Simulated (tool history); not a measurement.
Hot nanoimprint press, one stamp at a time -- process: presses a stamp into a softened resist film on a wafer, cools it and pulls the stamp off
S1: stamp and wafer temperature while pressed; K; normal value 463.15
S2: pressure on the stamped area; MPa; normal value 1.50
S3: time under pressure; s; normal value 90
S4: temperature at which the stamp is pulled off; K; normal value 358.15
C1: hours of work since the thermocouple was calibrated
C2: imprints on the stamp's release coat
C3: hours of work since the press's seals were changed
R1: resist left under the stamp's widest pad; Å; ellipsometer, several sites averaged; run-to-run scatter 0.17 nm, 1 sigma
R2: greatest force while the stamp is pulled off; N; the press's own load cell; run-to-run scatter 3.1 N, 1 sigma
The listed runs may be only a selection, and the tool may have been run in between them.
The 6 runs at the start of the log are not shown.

run 7 hour=98.4 | S1=463.15 S2=1.50 S3=90 S4=358.15 | C1=255 C2=453 C3=97 | R1=968 R2=152
run 8 hour=111.7 | S1=463.15 S2=1.50 S3=90 S4=361.15 | C1=263 C2=480 C3=105 | R1=967 R2=139
run 9 hour=131.9 | S1=463.15 S2=1.43 S3=90 S4=361.15 | C1=275 C2=523 C3=117 | R1=995 R2=141
-- hour=137.7 plate thermocouple calibrated
run 10 hour=148.4 | S1=463.15 S2=1.43 S3=90 S4=361.15 | C1=6 C2=551 C3=125 | R1=993 R2=145
run 11 hour=169.6 | S1=463.15 S2=1.43 S3=90 S4=361.15 | C1=19 C2=595 C3=138 | R1=994 R2=140
run 12 hour=178.8 | S1=463.15 S2=1.43 S3=90 S4=361.15 | C1=25 C2=614 C3=144 | R1=990 R2=140
run 13 hour=200.4 | S1=463.15 S2=1.50 S3=90 S4=350.15 | C1=38 C2=659 C3=157 | R1=966 R2=171
run 14 hour=218.5 | S1=463.15 S2=1.19 S3=90 S4=358.15 | C1=49 C2=697 C3=168 | R1=1092 R2=147
run 15 hour=230.6 | S1=463.15 S2=1.19 S3=90 S4=358.15 | C1=56 C2=722 C3=175 | R1=1095 R2=152
run 16 hour=249.0 | S1=463.15 S2=1.19 S3=90 S4=358.15 | C1=67 C2=761 C3=186 | R1=1091 R2=144
run 17 hour=258.7 | S1=463.15 S2=1.50 S3=98 S4=350.15 | C1=73 C2=781 C3=192 | R1=939 R2=171
run 18 hour=270.1 | S1=475.15 S2=0.94 S3=98 S4=350.15 | C1=80 C2=805 C3=199 | R1=865 R2=171
run 19 hour=291.7 | S1=458.15 S2=1.13 S3=51 S4=353.15 | C1=93 C2=850 C3=212 | R1=1542 R2=163
run 20 hour=301.8 | S1=454.15 S2=2.14 S3=65 S4=348.15 | C1=99 C2=871 C3=218 | R1=1198 R2=175
run 21 hour=311.2 | S1=454.15 S2=2.04 S3=97 S4=362.15 | C1=105 C2=891 C3=224 | R1=1065 R2=139
run 22 hour=321.2 | S1=454.15 S2=1.91 S3=178 S4=349.15 | C1=111 C2=912 C3=230 | R1=886 R2=170
run 23 hour=341.9 | S1=454.15 S2=1.91 S3=178 S4=349.15 | C1=124 C2=955 C3=243 | R1=882 R2=177
run 24 hour=355.0 | S1=454.15 S2=1.91 S3=178 S4=349.15 | C1=132 C2=982 C3=251 | R1=888 R2=178
run 25 hour=373.7 | S1=464.15 S2=1.31 S3=90 S4=344.15 | C1=143 C2=1021 C3=262 | R1=1010 R2=191
run 26 hour=392.0 | S1=464.15 S2=1.31 S3=90 S4=344.15 | C1=154 C2=1059 C3=273 | R1=1011 R2=181
run 27 hour=408.7 | S1=464.15 S2=1.50 S3=90 S4=358.15 | C1=164 C2=1094 C3=283 | R1=941 R2=152
run 28 hour=423.5 | S1=469.15 S2=1.29 S3=120 S4=352.15 | C1=173 C2=1125 C3=292 | R1=791 R2=168
run 29 hour=435.4 | S1=472.15 S2=1.38 S3=90 S4=351.15 | C1=180 C2=1150 C3=299 | R1=782 R2=168
run 30 hour=456.9 | S1=452.15 S2=1.31 S3=90 S4=344.15 | C1=193 C2=1195 C3=312 | R1=1443 R2=186

Forecast each of these 4 alternatives for the next run:
run A hour=477.9 | S1=463.15 S2=2.14 S3=150 S4=360.15 | C1=206 C2=1239 C3=325 | R1=? R2=?
run B hour=477.9 | S1=452.15 S2=1.10 S3=90 S4=344.15 | C1=206 C2=1239 C3=325 | R1=? R2=?
run C hour=477.9 | S1=452.15 S2=0.92 S3=110 S4=355.15 | C1=206 C2=1239 C3=325 | R1=? R2=?
run D hour=477.9 | S1=460.15 S2=1.25 S3=90 S4=344.15 | C1=206 C2=1239 C3=325 | R1=? R2=?

run=A R1=654 R2=146
run=B R1=1559 R2=198
run=C R1=1583 R2=165
run=D R1=1163 R2=193
Without the tool's hidden state the same runs would have given:
run=A R1=654 R2=145
run=B R1=1560 R2=196
run=C R1=1583 R2=163
run=D R1=1163 R2=192
